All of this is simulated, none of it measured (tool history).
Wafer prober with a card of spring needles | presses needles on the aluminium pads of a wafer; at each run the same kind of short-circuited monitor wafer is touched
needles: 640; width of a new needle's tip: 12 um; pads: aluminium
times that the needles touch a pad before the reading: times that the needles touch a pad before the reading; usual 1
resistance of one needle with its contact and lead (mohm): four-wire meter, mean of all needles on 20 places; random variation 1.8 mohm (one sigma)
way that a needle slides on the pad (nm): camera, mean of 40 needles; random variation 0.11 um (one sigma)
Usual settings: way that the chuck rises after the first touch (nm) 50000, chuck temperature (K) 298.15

run,day,way that the chuck rises after the first touch (nm),chuck temperature (K),times that the needles touch a pad before the reading,resistance of one needle with its contact and lead (mohm),way that a needle slides on the pad (nm)
1,0.000,50000,298.15,1,206,6400
# day 0.175: tips cleaned on abrasive film
2,0.304,50000,298.15,1,227,6320
# day 0.404: tips cleaned on abrasive film
3,0.542,50000,298.15,1,232,6310
# day 0.642: tips cleaned on abrasive film
# day 0.871: tips cleaned on abrasive film
4,0.933,50000,298.15,1,212,6260
# day 1.083: tips cleaned on abrasive film
5,1.200,50000,298.15,1,227,6190
# day 1.312: tips cleaned on abrasive film
# day 1.525: tips cleaned on abrasive film
6,1.588,50000,298.15,1,212,6370
# day 1.738: tips cleaned on abrasive film
7,1.858,50000,298.15,1,230,6240
# day 1.967: tips cleaned on abrasive film
# day 2.196: tips cleaned on abrasive film
8,2.196,50000,298.15,1,199,6010
# day 2.412: tips cleaned on abrasive film
# day 2.625: tips cleaned on abrasive film
9,2.625,50000,298.15,1,198,6080

Run 10 comes next. What will it give?
# day 2.858: tips cleaned on abrasive film
10,2.996,38000,298.15,2,?,?

Run 10 gave resistance of one needle with its contact and lead (mohm) 244, way that a needle slides on the pad (nm) 4640.
Without the tool's hidden state the same run would have given resistance of one needle with its contact and lead (mohm) 193, way that a needle slides on the pad (nm) 5390.

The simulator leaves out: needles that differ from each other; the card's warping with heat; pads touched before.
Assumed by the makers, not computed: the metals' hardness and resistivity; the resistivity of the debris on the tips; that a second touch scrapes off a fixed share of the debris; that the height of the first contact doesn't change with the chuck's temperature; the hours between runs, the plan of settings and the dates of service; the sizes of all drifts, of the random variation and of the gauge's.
